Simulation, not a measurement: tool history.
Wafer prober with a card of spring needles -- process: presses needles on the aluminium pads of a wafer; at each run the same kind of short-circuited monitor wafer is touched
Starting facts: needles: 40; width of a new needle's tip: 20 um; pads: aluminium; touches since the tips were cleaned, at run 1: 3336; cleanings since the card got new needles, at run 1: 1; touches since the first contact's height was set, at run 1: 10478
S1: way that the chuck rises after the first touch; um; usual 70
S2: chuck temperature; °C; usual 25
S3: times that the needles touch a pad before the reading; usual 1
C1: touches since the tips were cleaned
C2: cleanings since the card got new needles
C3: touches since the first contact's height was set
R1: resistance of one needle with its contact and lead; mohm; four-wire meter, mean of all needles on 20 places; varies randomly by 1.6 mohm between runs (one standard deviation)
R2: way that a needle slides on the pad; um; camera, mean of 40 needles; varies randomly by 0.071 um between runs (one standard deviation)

run	day	S1	S2	S3	C1	C2	C3	R1	R2
1	0	70	25	1	3336	1	10478	391	15.74
2	0.658	70	25	1	5669	1	12811	439	15.77
# day 0.946: tips cleaned on abrasive film
3	1.642	70	25	1	2465	2	16289	357	15.5
4	2.612	70	25	1	5914	2	19738	449	15.7
# day 2.875: tips cleaned on abrasive film
5	3.6	70	25	1	2574	3	23220	355	15.72
6	4.279	70	27	1	4981	3	25627	429	15.74
# day 4.833: tips cleaned on abrasive film
7	5.175	70	25	1	1214	4	28804	291	15.87
8	6.246	70	25	1	5008	4	32598	429	15.59
# day 6.729: tips cleaned on abrasive film
9	6.838	70	25	1	378	5	34683	212	15.69
10	7.429	63	25	1	2475	5	36780	395	14.11
11	8.554	63	25	1	6473	5	40778	533	14.23
# day 8.612: tips cleaned on abrasive film
12	9.417	70	25	3	2847	6	43815	234	15.57
# day 10.517: tips cleaned on abrasive film
13	10.517	70	25	3	0	7	47712	168	15.72
14	11.012	70	25	3	1763	7	49475	221	15.82
15	11.65	71	25	1	4014	7	51726	408	15.95
# day 12.417: tips cleaned on abrasive film
16	12.75	71	25	1	1185	8	55629	280	15.87
17	13.392	71	25	1	3458	8	57902	395	15.68
18	14.104	64	34	2	5977	8	60421	370	14.34
# day 14.288: tips cleaned on abrasive film
19	15.075	64	34	2	2804	9	63863	324	14.2
20	15.596	70	53	1	4643	9	65702	442	15.72
# day 16.208: tips cleaned on abrasive film
21	16.292	67	49	3	305	10	68164	188	14.95
22	17.396	67	49	3	4224	10	72083	264	14.94
# day 18.121: tips cleaned on abrasive film
23	18.55	70	93	1	1526	11	76159	314	15.6
24	19.129	63	33	1	3584	11	78217	473	13.92
# day 20.029: tips cleaned on abrasive film
25	20.271	70	25	2	862	12	82254	224	15.64
26	21.304	70	25	2	4526	12	85918	323	15.54
# day 21.904: tips cleaned on abrasive film
27	22.358	75	73	2	1608	13	89644	235	16.67
28	23.229	75	73	2	4702	13	92738	298	16.75
# day 23.792: tips cleaned on abrasive film
29	24.254	53	33	3	1628	14	96353	274	11.75
30	25.396	88	33	2	5689	14	100414	269	19.63
# day 25.725: tips cleaned on abrasive film
31	26.083	66	33	1	1271	15	102834	310	14.64
32	26.746	69	25	1	3630	15	105193	417	15.44
# day 27.617: tips cleaned on abrasive film
33	27.838	69	25	1	777	16	109047	254	15.36
34	28.867	66	48	1	4426	16	112696	460	14.62

Take each entry between the runs: how does the hidden state at the last listed run before it differ from the hidden state at the first listed run after it?
From run 2 to run 3: tips cleaned on abrasive film (day 0.946)
  debris on the tips, nm: 114.5 -> 79.9; way that the needles fall short of the set height, um: 0.07 -> 0.14; tips' diameter, um: 20.03 -> 20.05
  what was measured, less what the result would be without the hidden state, R1: +286 -> +202 mohm; R2: -0.02 -> -0.03 um
From run 4 to run 5: tips cleaned on abrasive film (day 2.875)
  debris on the tips, nm: 115.3 -> 79.9; way that the needles fall short of the set height, um: 0.14 -> 0.2; tips' diameter, um: 20.05 -> 20.07
  what was measured, less what the result would be without the hidden state, R1: +294 -> +200 mohm; R2: -0.04 -> -0.04 um
From run 6 to run 7: tips cleaned on abrasive film (day 4.833)
  debris on the tips, nm: 109.6 -> 53; way that the needles fall short of the set height, um: 0.2 -> 0.27; tips' diameter, um: 20.07 -> 20.09
  what was measured, less what the result would be without the hidden state, R1: +276 -> +135 mohm; R2: -0.05 -> -0.06 um
From run 8 to run 9: tips cleaned on abrasive film (day 6.729)
  debris on the tips, nm: 109.2 -> 22.3; way that the needles fall short of the set height, um: 0.27 -> 0.32; tips' diameter, um: 20.09 -> 20.11
  what was measured, less what the result would be without the hidden state, R1: +274 -> +58 mohm; R2: -0.06 -> -0.07 um
From run 11 to run 12: tips cleaned on abrasive film (day 8.612)
  debris on the tips, nm: 119.1 -> 84.8; way that the needles fall short of the set height, um: 0.32 -> 0.39; tips' diameter, um: 20.11 -> 20.14
  what was measured, less what the result would be without the hidden state, R1: +374 -> +79 mohm; R2: -0.08 -> -0.09 um
From run 12 to run 13: tips cleaned on abrasive film (day 10.517)
  debris on the tips, nm: 84.8 -> 13.8; way that the needles fall short of the set height, um: 0.39 -> 0.44; tips' diameter, um: 20.14 -> 20.15
  what was measured, less what the result would be without the hidden state, R1: +79 -> +13 mohm; R2: -0.09 -> -0.1 um
From run 15 to run 16: tips cleaned on abrasive film (day 12.417)
  debris on the tips, nm: 103 -> 50.1; way that the needles fall short of the set height, um: 0.44 -> 0.51; tips' diameter, um: 20.15 -> 20.18
  what was measured, less what the result would be without the hidden state, R1: +255 -> +126 mohm; R2: -0.1 -> -0.12 um
From run 18 to run 19: tips cleaned on abrasive film (day 14.288)
  debris on the tips, nm: 116.7 -> 91.1; way that the needles fall short of the set height, um: 0.51 -> 0.59; tips' diameter, um: 20.18 -> 20.21
  what was measured, less what the result would be without the hidden state, R1: +212 -> +165 mohm; R2: -0.11 -> -0.13 um
From run 20 to run 21: tips cleaned on abrasive film (day 16.208)
  debris on the tips, nm: 112.1 -> 24.4; way that the needles fall short of the set height, um: 0.59 -> 0.66; tips' diameter, um: 20.21 -> 20.23
  what was measured, less what the result would be without the hidden state, R1: +279 -> +25 mohm; R2: -0.13 -> -0.15 um
From run 22 to run 23: tips cleaned on abrasive film (day 18.121)
  debris on the tips, nm: 103.6 -> 61.2; way that the needles fall short of the set height, um: 0.66 -> 0.71; tips' diameter, um: 20.23 -> 20.25
  what was measured, less what the result would be without the hidden state, R1: +103 -> +144 mohm; R2: -0.15 -> -0.16 um
From run 24 to run 25: tips cleaned on abrasive film (day 20.029)
  debris on the tips, nm: 98.3 -> 44.2; way that the needles fall short of the set height, um: 0.71 -> 0.77; tips' diameter, um: 20.25 -> 20.27
  what was measured, less what the result would be without the hidden state, R1: +312 -> +70 mohm; R2: -0.16 -> -0.17 um
From run 26 to run 27: tips cleaned on abrasive film (day 21.904)
  debris on the tips, nm: 105.7 -> 60.1; way that the needles fall short of the set height, um: 0.77 -> 0.84; tips' diameter, um: 20.27 -> 20.29
  what was measured, less what the result would be without the hidden state, R1: +167 -> +77 mohm; R2: -0.17 -> -0.19 um
From run 28 to run 29: tips cleaned on abrasive film (day 23.792)
  debris on the tips, nm: 106.4 -> 65.3; way that the needles fall short of the set height, um: 0.84 -> 0.9; tips' diameter, um: 20.29 -> 20.32
  what was measured, less what the result would be without the hidden state, R1: +136 -> +106 mohm; R2: -0.19 -> -0.21 um
From run 30 to run 31: tips cleaned on abrasive film (day 25.725)
  debris on the tips, nm: 115.7 -> 51.7; way that the needles fall short of the set height, um: 0.9 -> 0.96; tips' diameter, um: 20.32 -> 20.34
  what was measured, less what the result would be without the hidden state, R1: +119 -> +152 mohm; R2: -0.21 -> -0.22 um
From run 32 to run 33: tips cleaned on abrasive film (day 27.617)
  debris on the tips, nm: 96.7 -> 35.2; way that the needles fall short of the set height, um: 0.96 -> 1.01; tips' diameter, um: 20.34 -> 20.35
  what was measured, less what the result would be without the hidden state, R1: +262 -> +97 mohm; R2: -0.22 -> -0.23 um
